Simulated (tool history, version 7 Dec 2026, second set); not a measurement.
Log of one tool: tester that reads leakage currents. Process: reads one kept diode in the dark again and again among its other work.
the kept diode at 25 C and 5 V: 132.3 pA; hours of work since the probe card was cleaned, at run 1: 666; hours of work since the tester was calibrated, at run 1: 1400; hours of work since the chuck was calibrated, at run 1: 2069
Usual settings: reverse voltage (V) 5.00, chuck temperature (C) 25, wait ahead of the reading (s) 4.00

run,day,reverse voltage (V),chuck temperature (C),wait ahead of the reading (s),hours of work since the probe card was cleaned,hours of work since the tester was calibrated,hours of work since the chuck was calibrated,current that the tester gives (pA)
1,0.000,5.00,25,4.00,666,1400,2069,128.58
2,2.621,5.00,25,4.00,700,1434,2102,128.71
3,5.633,15.83,25,4.00,738,1472,2140,197.77
4,7.179,15.83,25,4.00,758,1492,2160,197.84
# day 9.508: chuck's temperature calibrated
5,10.471,15.83,25,4.00,799,1533,12,192.76
6,12.788,15.83,25,4.00,828,1562,42,192.68
7,14.646,5.00,59,6.98,852,1586,65,1158.06
8,16.950,10.94,26,5.50,881,1615,95,180.09
9,19.600,10.94,26,5.50,915,1649,129,180.03
10,22.996,9.69,26,6.61,958,1692,172,172.72
# day 25.321: chuck's temperature calibrated, once more
11,25.321,9.69,26,6.61,987,1721,0,189.85
12,27.933,5.69,26,6.61,1020,1754,33,155.80

Forecast each of these 5 alternatives for the next run:
A,30.946,16.41,25,4.00,1058,1792,72,?
B,30.946,4.97,25,3.16,1058,1792,72,?
C,30.946,6.06,38,3.92,1058,1792,72,?
D,30.946,5.00,46,1.09,1058,1792,72,?
E,30.946,5.46,25,1.35,1058,1792,72,?

run,current that the tester gives (pA)
A,217.28
B,138.73
C,358.73
D,563.36
E,143.46
Without the tool's hidden state the same runs would have given:
run,current that the tester gives (pA)
A,196.85
B,132.82
C,352.47
D,559.54
E,136.98

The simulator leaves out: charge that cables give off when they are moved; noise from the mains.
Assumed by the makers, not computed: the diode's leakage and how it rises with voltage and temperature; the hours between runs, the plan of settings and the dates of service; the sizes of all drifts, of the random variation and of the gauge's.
